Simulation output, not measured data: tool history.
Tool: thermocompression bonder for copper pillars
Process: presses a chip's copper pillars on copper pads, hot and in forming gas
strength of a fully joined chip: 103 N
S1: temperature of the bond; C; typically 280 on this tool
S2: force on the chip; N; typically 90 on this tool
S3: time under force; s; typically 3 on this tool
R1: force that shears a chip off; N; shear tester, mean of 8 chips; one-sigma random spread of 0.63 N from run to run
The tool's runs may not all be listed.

run,hour,S1,S2,S3,R1
1,0.0,280,90,3,38.5
2,58.0,280,90,3,39.2
3,150.7,280,73,3,34.4
4,212.6,288,90,3,42.2
5,261.6,288,90,3,41.6
6,331.7,280,90,2,33.4
7,385.6,261,90,3,30.6
# hour 425.0: forming gas filter changed
8,458.5,280,90,3,39.4
9,525.3,280,90,3,39.8
10,598.2,280,90,3,38.7
11,684.2,280,63,3,31.7
12,772.4,280,90,3,38.4
# hour 821.8: heater calibrated with a thermocouple chip
13,846.9,260,55,3,22.8
# hour 868.8: forming gas filter changed
14,929.9,261,110,4,39.9
15,1002.7,291,63,8,52.0
16,1073.2,278,90,2,32.5

Predict the results of run 17:
17,1141.7,303,124,3,?

{"run 17": {"R1": 55.5}}
On a tool with no hidden condition, and with the same random variation, this run would have come out at R1 55.8 N.
